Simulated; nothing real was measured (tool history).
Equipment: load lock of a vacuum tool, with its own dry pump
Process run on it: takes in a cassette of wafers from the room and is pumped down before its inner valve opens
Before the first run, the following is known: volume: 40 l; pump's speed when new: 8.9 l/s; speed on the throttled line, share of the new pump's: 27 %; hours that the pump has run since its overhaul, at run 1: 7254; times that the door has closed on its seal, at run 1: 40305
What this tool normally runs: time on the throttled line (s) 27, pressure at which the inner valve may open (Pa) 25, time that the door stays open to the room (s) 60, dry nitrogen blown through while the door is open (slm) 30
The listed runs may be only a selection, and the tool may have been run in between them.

| run | hour | time on the throttled line (s) | pressure at which the inner valve may open (Pa) | time that the door stays open to the room (s) | dry nitrogen blown through while the door is open (slm) | hours that the pump has run since its overhaul | times that the door has closed on its seal | incoming humidity of the room's air, % | time from the closed door until the inner valve may open (s) | rise of the pressure with all valves shut (Pa/min) |
|---|---|---|---|---|---|---|---|---|---|---|
| 1 | 0.0 | 27 | 25 | 60 | 30 | 7254 | 40305 | 43.7 | 60.3 | 0.250 |
| 2 | 93.8 | 27 | 22 | 60 | 30 | 7348 | 40510 | 43.7 | 60.4 | 0.254 |
| 3 | 259.2 | 27 | 22 | 60 | 30 | 7513 | 40870 | 44.1 | 60.9 | 0.262 |
| 4 | 397.4 | 27 | 25 | 60 | 30 | 7652 | 41171 | 47.1 | 59.9 | 0.263 |
| 5 | 556.9 | 27 | 25 | 60 | 30 | 7811 | 41518 | 45.5 | 60.2 | 0.263 |
| 6 | 723.6 | 18 | 25 | 60 | 30 | 7978 | 41881 | 46.6 | 53.7 | 0.263 |
| 7 | 815.6 | 18 | 25 | 60 | 30 | 8070 | 42082 | 42.4 | 54.2 | 0.265 |
| 8 | 973.1 | 27 | 25 | 60 | 30 | 8227 | 42425 | 45.7 | 60.2 | 0.270 |
| 9 | 1073.2 | 27 | 25 | 60 | 30 | 8327 | 42643 | 46.6 | 59.9 | 0.272 |
| 10 | 1256.0 | 27 | 21 | 60 | 30 | 8510 | 43041 | 45.1 | 61.1 | 0.275 |
| 11 | 1454.5 | 27 | 25 | 34 | 30 | 8709 | 43474 | 46.5 | 60.5 | 0.273 |
| 12 | 1546.3 | 27 | 25 | 34 | 30 | 8800 | 43674 | 45.3 | 61.3 | 0.268 |
| 13 | 1715.9 | 27 | 25 | 31 | 30 | 8970 | 44043 | 46.3 | 60.4 | 0.279 |
| 14 | 1919.5 | 27 | 25 | 31 | 30 | 9174 | 44486 | 43.3 | 61.2 | 0.281 |
| 15 | 2008.5 | 27 | 25 | 60 | 30 | 9263 | 44680 | 43.7 | 60.1 | 0.294 |
| 16 | 2176.0 | 27 | 25 | 60 | 30 | 9430 | 45045 | 48.9 | 60.9 | 0.298 |
| 17 | 2279.5 | 27 | 25 | 60 | 30 | 9534 | 45271 | 46.8 | 60.8 | 0.294 |
| 18 | 2393.0 | 27 | 25 | 60 | 30 | 9647 | 45518 | 44.9 | 60.9 | 0.294 |
| 19 | 2493.9 | 27 | 23 | 222 | 33 | 9748 | 45738 | 43.4 | 61.9 | 0.322 |
| 20 | 2601.0 | 27 | 23 | 222 | 33 | 9855 | 45971 | 43.5 | 61.8 | 0.316 |
| 21 | 2700.9 | 27 | 23 | 222 | 33 | 9955 | 46189 | 45.5 | 61.1 | 0.326 |
| 22 | 2824.5 | 27 | 23 | 222 | 33 | 10079 | 46458 | 43.5 | 61.0 | 0.326 |
| 23 | 2971.0 | 14 | 23 | 222 | 33 | 10225 | 46777 | 41.1 | 52.2 | 0.326 |
| 24 | 3068.9 | 14 | 23 | 222 | 33 | 10323 | 46990 | 44.9 | 52.5 | 0.327 |
| 25 | 3214.8 | 16 | 41 | 217 | 4 | 10469 | 47308 | 42.7 | 50.7 | 0.381 |
| 26 | 3308.4 | 17 | 41 | 217 | 4 | 10563 | 47512 | 42.9 | 51.1 | 0.373 |
| 27 | 3403.4 | 39 | 25 | 55 | 10 | 10658 | 47719 | 45.7 | 69.9 | 0.330 |
| 28 | 3615.6 | 39 | 25 | 55 | 10 | 10870 | 48181 | 42.8 | 69.7 | 0.330 |
| 29 | 3814.4 | 27 | 25 | 83 | 30 | 11069 | 48614 | 42.8 | 60.3 | 0.329 |
| 30 | 3911.3 | 38 | 20 | 120 | 40 | 11165 | 48825 | 44.4 | 69.4 | 0.341 |
| 31 | 4096.9 | 42 | 25 | 60 | 30 | 11351 | 49230 | 46.3 | 71.2 | 0.337 |
| 32 | 4284.1 | 27 | 25 | 198 | 30 | 11538 | 49637 | 41.8 | 61.3 | 0.364 |
| 33 | 4490.3 | 27 | 19 | 60 | 11 | 11744 | 50087 | 44.4 | 63.0 | 0.349 |
| 34 | 4594.5 | 27 | 19 | 60 | 11 | 11849 | 50314 | 46.2 | 62.8 | 0.353 |
| 35 | 4797.1 | 27 | 19 | 60 | 11 | 12051 | 50755 | 45.1 | 62.7 | 0.357 |
| 36 | 4919.8 | 27 | 19 | 60 | 11 | 12174 | 51022 | 47.0 | 63.2 | 0.360 |

Here are 5 independent what-if runs from the current tool condition. What would each one return?
| A | 5113.4 | 29 | 25 | 174 | 29 | 12368 | 51444 | 49.2 | ? | ? |
| B | 5113.4 | 27 | 25 | 234 | 5 | 12368 | 51444 | 46.3 | ? | ? |
| C | 5113.4 | 28 | 25 | 60 | 30 | 12368 | 51444 | 42.7 | ? | ? |
| D | 5113.4 | 22 | 19 | 135 | 36 | 12368 | 51444 | 48.9 | ? | ? |
| E | 5113.4 | 23 | 18 | 28 | 11 | 12368 | 51444 | 47.3 | ? | ? |

| run | time from the closed door until the inner valve may open (s) | rise of the pressure with all valves shut (Pa/min) |
|---|---|---|
| A | 63.4 | 0.376 |
| B | 61.4 | 0.414 |
| C | 62.8 | 0.361 |
| D | 59.6 | 0.368 |
| E | 59.9 | 0.365 |
Stripped of hidden state, with their random variation kept, the same runs would have yielded:
| run | time from the closed door until the inner valve may open (s) | rise of the pressure with all valves shut (Pa/min) |
|---|---|---|
| A | 59.0 | 0.038 |
| B | 57.0 | 0.081 |
| C | 58.4 | 0.021 |
| D | 54.7 | 0.031 |
| E | 55.1 | 0.019 |
